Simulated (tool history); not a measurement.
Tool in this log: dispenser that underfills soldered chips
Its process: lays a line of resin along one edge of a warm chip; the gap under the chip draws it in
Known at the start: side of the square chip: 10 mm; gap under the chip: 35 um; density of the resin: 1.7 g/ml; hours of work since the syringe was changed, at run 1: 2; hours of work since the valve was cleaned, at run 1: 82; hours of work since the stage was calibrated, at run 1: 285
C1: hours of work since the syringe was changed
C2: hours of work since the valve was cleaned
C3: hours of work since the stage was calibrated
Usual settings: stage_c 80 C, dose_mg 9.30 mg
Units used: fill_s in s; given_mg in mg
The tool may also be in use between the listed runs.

Run 1, hour 0.0: usual settings; C1 2; C2 82; C3 285. Result: fill_s 167.6 s, given_mg 8.89 mg.
Run 2, hour 6.8: usual settings; C1 7; C2 87; C3 290. Result: fill_s 258.8 s, given_mg 8.83 mg.
At hour 11.9: new syringe of resin.
Run 3, hour 16.7: usual settings; C1 4; C2 94; C3 297. Result: fill_s 186.9 s, given_mg 8.81 mg.
At hour 26.9: new syringe of resin.
Run 4, hour 26.9: usual settings; C1 0; C2 101; C3 305. Result: fill_s 138.1 s, given_mg 8.84 mg.
Run 5, hour 35.4: usual settings; C1 6; C2 107; C3 311. Result: fill_s 237.8 s, given_mg 8.85 mg.
At hour 41.7: new syringe of resin.
Run 6, hour 43.6: usual settings but dose_mg 11.14 mg; C1 1; C2 113; C3 317. Result: fill_s 151.3 s, given_mg 10.47 mg.
Run 7, hour 49.0: usual settings but stage_c 82 C, dose_mg 8.94 mg; C1 5; C2 117; C3 321. Result: fill_s 199.5 s, given_mg 8.43 mg.
At hour 56.6: new syringe of resin.
Run 8, hour 56.6: usual settings but stage_c 78 C, dose_mg 8.94 mg; C1 0; C2 123; C3 326. Result: fill_s 154.0 s, given_mg 8.28 mg.
Run 9, hour 64.4: usual settings but stage_c 74 C, dose_mg 9.11 mg; C1 6; C2 128; C3 332. Result: fill_s 312.0 s, given_mg 8.37 mg.

Forecast run 10:
At hour 71.7: new syringe of resin.
Run 10, hour 71.7: usual settings but dose_mg 9.97 mg; C1 0; C2 133; C3 337. Result: fill_s ?, given_mg ?.

{"run 10": {"fill_s": 135.4, "given_mg": 9.32}}
Were there no unlogged condition in the tool, this run, its random variation unchanged, would have produced fill_s 152.8 s, given_mg 10.07 mg.
